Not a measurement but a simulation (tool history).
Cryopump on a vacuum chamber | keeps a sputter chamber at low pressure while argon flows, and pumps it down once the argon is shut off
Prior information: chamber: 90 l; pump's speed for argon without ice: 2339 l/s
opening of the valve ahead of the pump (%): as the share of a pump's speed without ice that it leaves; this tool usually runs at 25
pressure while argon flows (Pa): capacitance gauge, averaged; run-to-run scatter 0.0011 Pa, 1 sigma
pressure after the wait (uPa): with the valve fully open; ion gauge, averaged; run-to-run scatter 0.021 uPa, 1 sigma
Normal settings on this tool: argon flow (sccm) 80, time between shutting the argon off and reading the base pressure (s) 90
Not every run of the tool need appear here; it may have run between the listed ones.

| run | day | argon flow (sccm) | time between shutting the argon off and reading the base pressure (s) | opening of the valve ahead of the pump (%) | pressure while argon flows (Pa) | pressure after the wait (uPa) |
|---|---|---|---|---|---|---|
| 1 | 0.000 | 80 | 90 | 25 | 0.2375 | 0.67 |
| 2 | 0.567 | 80 | 264 | 25 | 0.2371 | 0.44 |
| 3 | 1.150 | 80 | 90 | 25 | 0.2387 | 0.65 |
| 4 | 1.758 | 80 | 90 | 25 | 0.2381 | 0.68 |
| 5 | 2.096 | 80 | 90 | 25 | 0.2381 | 0.70 |
| 6 | 2.642 | 80 | 90 | 25 | 0.2388 | 0.68 |
| 7 | 3.217 | 103 | 62 | 30 | 0.2557 | 0.86 |
| 8 | 3.483 | 144 | 20 | 21 | 0.5087 | 1.90 |
| 9 | 3.946 | 110 | 67 | 32 | 0.2573 | 0.81 |
| 10 | 4.521 | 110 | 67 | 32 | 0.2593 | 0.82 |
| 11 | 4.929 | 38 | 27 | 25 | 0.1137 | 1.56 |

Pick out some run-to-run changes in pressure while argon flows (Pa). Of each, how much would a tool without hidden state show as well, from the settings, what came in and chance, and how much is left for the hidden state and any gauge scatter not in both results compared?
Hidden state at play: pump's speed, % of a pump's without ice; cold plate's temperature, K; leak into the chamber, uPa l/s; drift of the gauge itself on working_pa, %; drift of the gauge itself on base_upa, %.
Run 7 -> 8: argon flow (sccm) 103 -> 144, time between shutting the argon off and reading the base pressure (s) 62 -> 20, opening of the valve ahead of the pump (%) 30 -> 21. pressure while argon flows (Pa) +0.2530: hidden state +0.0038, all else +0.2492.
Run 10 -> 11: argon flow (sccm) 110 -> 38, time between shutting the argon off and reading the base pressure (s) 67 -> 27, opening of the valve ahead of the pump (%) 32 -> 25. pressure while argon flows (Pa) -0.1456: hidden state -0.0067, all else -0.1389.
